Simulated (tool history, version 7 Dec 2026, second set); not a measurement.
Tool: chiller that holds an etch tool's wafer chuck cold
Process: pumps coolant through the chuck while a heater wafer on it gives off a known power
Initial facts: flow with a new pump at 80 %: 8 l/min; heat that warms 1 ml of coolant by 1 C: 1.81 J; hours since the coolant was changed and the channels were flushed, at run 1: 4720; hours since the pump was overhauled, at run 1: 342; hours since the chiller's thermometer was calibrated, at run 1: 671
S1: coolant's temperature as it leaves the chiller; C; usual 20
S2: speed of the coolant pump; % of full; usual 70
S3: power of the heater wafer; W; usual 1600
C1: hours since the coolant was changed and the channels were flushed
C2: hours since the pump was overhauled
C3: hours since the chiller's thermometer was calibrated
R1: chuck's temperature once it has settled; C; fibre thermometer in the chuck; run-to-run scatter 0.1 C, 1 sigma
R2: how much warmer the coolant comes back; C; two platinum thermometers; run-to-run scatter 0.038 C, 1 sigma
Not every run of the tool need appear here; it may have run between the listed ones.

| run | hour | S1 | S2 | S3 | C1 | C2 | C3 | R1 | R2 |
|---|---|---|---|---|---|---|---|---|---|
| 1 | 0.0 | 20 | 70 | 1600 | 4720 | 342 | 671 | 39.5 | 7.74 |
| 2 | 27.3 | 20 | 70 | 1600 | 4747 | 369 | 699 | 39.5 | 7.74 |
| 3 | 52.8 | 20 | 70 | 1600 | 4773 | 395 | 724 | 39.8 | 7.76 |
| 4 | 67.8 | 20 | 70 | 819 | 4787 | 410 | 739 | 30.1 | 4.01 |
| 5 | 80.1 | 13 | 70 | 1600 | 4800 | 422 | 751 | 32.5 | 7.77 |
| 6 | 100.9 | 13 | 70 | 1600 | 4821 | 443 | 772 | 32.7 | 7.70 |
| 7 | 121.0 | 13 | 70 | 1600 | 4841 | 463 | 792 | 32.8 | 7.74 |
| 8 | 145.0 | 13 | 70 | 1600 | 4865 | 487 | 816 | 32.6 | 7.64 |
| 9 | 175.2 | 13 | 70 | 1600 | 4895 | 517 | 846 | 32.6 | 7.71 |
| 10 | 196.4 | 13 | 70 | 1600 | 4916 | 538 | 868 | 32.8 | 7.77 |
| 11 | 209.7 | 20 | 70 | 1600 | 4929 | 552 | 881 | 39.7 | 7.76 |
| 12 | 224.7 | 20 | 70 | 1600 | 4944 | 567 | 896 | 39.7 | 7.75 |
|  | 227.2 | chiller's thermometer calibrated |
| 13 | 252.6 | 18 | 70 | 1600 | 4971 | 594 | 25 | 37.8 | 7.67 |
| 14 | 274.9 | 20 | 70 | 1600 | 4994 | 616 | 48 | 40.0 | 7.75 |
|  | 292.5 | chiller's thermometer calibrated, once more |
| 15 | 295.1 | 20 | 97 | 1600 | 5013 | 635 | 3 | 34.8 | 5.38 |
| 16 | 323.5 | 20 | 97 | 1600 | 5041 | 664 | 31 | 34.8 | 5.41 |
| 17 | 352.7 | 20 | 70 | 2364 | 5070 | 693 | 60 | 49.1 | 11.45 |
| 18 | 378.1 | 20 | 70 | 1028 | 5096 | 718 | 86 | 32.8 | 5.04 |
| 19 | 400.7 | 28 | 70 | 1648 | 5118 | 741 | 108 | 48.3 | 7.99 |
| 20 | 423.1 | 28 | 70 | 1648 | 5141 | 763 | 131 | 48.5 | 8.04 |
| 21 | 441.5 | 28 | 70 | 1648 | 5159 | 782 | 149 | 48.4 | 7.99 |
| 22 | 468.0 | 20 | 82 | 2192 | 5186 | 808 | 176 | 43.8 | 8.90 |
| 23 | 492.6 | 18 | 82 | 1105 | 5210 | 833 | 200 | 29.8 | 4.48 |
| 24 | 519.2 | 18 | 64 | 1827 | 5237 | 859 | 227 | 42.6 | 9.83 |
| 25 | 532.1 | 13 | 79 | 1820 | 5250 | 872 | 240 | 33.5 | 7.72 |
| 26 | 547.5 | 20 | 70 | 1754 | 5265 | 887 | 255 | 41.9 | 8.54 |
| 27 | 567.2 | 29 | 64 | 1030 | 5285 | 907 | 275 | 42.9 | 5.55 |
| 28 | 583.4 | 29 | 64 | 1030 | 5301 | 923 | 291 | 42.8 | 5.53 |
| 29 | 610.6 | 29 | 64 | 997 | 5328 | 951 | 318 | 42.4 | 5.38 |
| 30 | 635.9 | 29 | 64 | 997 | 5354 | 976 | 343 | 42.6 | 5.35 |
| 31 | 653.2 | 29 | 64 | 997 | 5371 | 993 | 361 | 42.4 | 5.39 |
| 32 | 671.2 | 25 | 64 | 954 | 5389 | 1011 | 379 | 37.9 | 5.12 |

Below are 4 alternative next runs, each starting from the tool's condition after run 32. Predict each:
| A | 690.9 | 20 | 70 | 2286 | 5409 | 1031 | 398 | ? | ? |
| B | 690.9 | 20 | 70 | 830 | 5409 | 1031 | 398 | ? | ? |
| C | 690.9 | 25 | 64 | 2215 | 5409 | 1031 | 398 | ? | ? |
| D | 690.9 | 20 | 74 | 1194 | 5409 | 1031 | 398 | ? | ? |

| run | R1 | R2 |
|---|---|---|
| A | 48.6 | 11.13 |
| B | 30.4 | 4.12 |
| C | 55.0 | 11.90 |
| D | 34.1 | 5.44 |
Had the tool no hidden state, the same runs would have come out as:
| run | R1 | R2 |
|---|---|---|
| A | 44.6 | 11.03 |
| B | 28.9 | 4.08 |
| C | 50.9 | 11.78 |
| D | 32.1 | 5.39 |

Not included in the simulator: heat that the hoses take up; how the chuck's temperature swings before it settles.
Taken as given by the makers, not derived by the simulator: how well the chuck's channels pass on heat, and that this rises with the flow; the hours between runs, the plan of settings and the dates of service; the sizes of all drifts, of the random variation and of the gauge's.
